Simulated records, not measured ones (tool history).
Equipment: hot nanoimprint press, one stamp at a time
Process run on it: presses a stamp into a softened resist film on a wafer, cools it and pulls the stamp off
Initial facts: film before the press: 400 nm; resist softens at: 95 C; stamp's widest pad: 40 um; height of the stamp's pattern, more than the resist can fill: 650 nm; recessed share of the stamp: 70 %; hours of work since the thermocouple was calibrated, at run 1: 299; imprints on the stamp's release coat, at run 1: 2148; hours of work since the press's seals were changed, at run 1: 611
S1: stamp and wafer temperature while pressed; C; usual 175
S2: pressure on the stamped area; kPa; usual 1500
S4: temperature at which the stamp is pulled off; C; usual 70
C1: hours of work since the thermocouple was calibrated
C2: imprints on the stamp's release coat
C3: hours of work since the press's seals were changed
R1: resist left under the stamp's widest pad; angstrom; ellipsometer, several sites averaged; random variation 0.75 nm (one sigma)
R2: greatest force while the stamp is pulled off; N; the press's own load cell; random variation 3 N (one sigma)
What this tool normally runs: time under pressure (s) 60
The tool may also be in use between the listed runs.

Run 1, day 0: usual settings; C1 299; C2 2148; C3 611. Result: R1 1916 angstrom, R2 141 N.
At day 1.288: stamp cleaned and given a new release coat.
Run 2, day 2.767: usual settings; C1 327; C2 52; C3 639. Result: R1 1907 angstrom, R2 141 N.
Run 3, day 5.838: usual settings; C1 362; C2 161; C3 674. Result: R1 1916 angstrom, R2 143 N.
Run 4, day 8.738: usual settings but S4 67 C; C1 395; C2 263; C3 706. Result: R1 1910 angstrom, R2 155 N.
Run 5, day 10.983: usual settings but S4 67 C; C1 420; C2 342; C3 732. Result: R1 1913 angstrom, R2 155 N.
At day 12.304: press's hydraulic seals changed and the load cell set to zero.
Run 6, day 14.212: usual settings but S4 67 C; C1 453; C2 445; C3 22. Result: R1 1898 angstrom, R2 151 N.
Run 7, day 16.2: usual settings; C1 475; C2 515; C3 44. Result: R1 1908 angstrom, R2 143 N.
Run 8, day 18.988: usual settings; C1 507; C2 613; C3 75. Result: R1 1897 angstrom, R2 137 N.
Run 9, day 20.65: usual settings but S2 910 kPa, time under pressure (s) 34; C1 525; C2 672; C3 94. Result: R1 2783 angstrom, R2 140 N.
Run 10, day 23.308: usual settings but S1 163 C; C1 555; C2 766; C3 124. Result: R1 2855 angstrom, R2 147 N.
Run 11, day 25.8: usual settings but S1 171 C, S2 1510 kPa, time under pressure (s) 64, S4 61 C; C1 583; C2 854; C3 152. Result: R1 2133 angstrom, R2 176 N.
At day 26.442: plate thermocouple calibrated.
Run 12, day 27.558: usual settings but S1 173 C, S4 61 C; C1 13; C2 912; C3 171. Result: R1 2021 angstrom, R2 170 N.
Run 13, day 28.933: usual settings but S1 173 C, S4 61 C; C1 28; C2 960; C3 186. Result: R1 2028 angstrom, R2 172 N.
Run 14, day 31.696: usual settings but S1 168 C, S2 1270 kPa, time under pressure (s) 46, S4 72 C; C1 59; C2 1058; C3 218. Result: R1 2762 angstrom, R2 132 N.
Run 15, day 34.258: usual settings but S1 169 C, S2 1210 kPa, time under pressure (s) 54, S4 63 C; C1 88; C2 1148; C3 246. Result: R1 2624 angstrom, R2 164 N.
Run 16, day 37.358: usual settings but S1 176 C, S2 2340 kPa, time under pressure (s) 63, S4 59 C; C1 123; C2 1258; C3 281. Result: R1 1417 angstrom, R2 175 N.

Alternative continuations, all from the tool just after run 16; predict every row:
Run A, day 39.892: usual settings but S1 176 C, S2 1190 kPa, time under pressure (s) 46, S4 65 C; C1 152; C2 1347; C3 310. Result: R1 ?, R2 ?.
Run B, day 39.892: usual settings but S1 176 C, S2 2400 kPa, time under pressure (s) 91, S4 59 C; C1 152; C2 1347; C3 310. Result: R1 ?, R2 ?.
Run C, day 39.892: usual settings but S1 184 C, time under pressure (s) 116, S4 64 C; C1 152; C2 1347; C3 310. Result: R1 ?, R2 ?.

run    R1   R2
  A  2223  161
  B  1218  178
  C  1048  164
What these runs would have given with no unlogged condition in the tool:
run    R1   R2
  A  2250  159
  B  1232  176
  C  1061  162
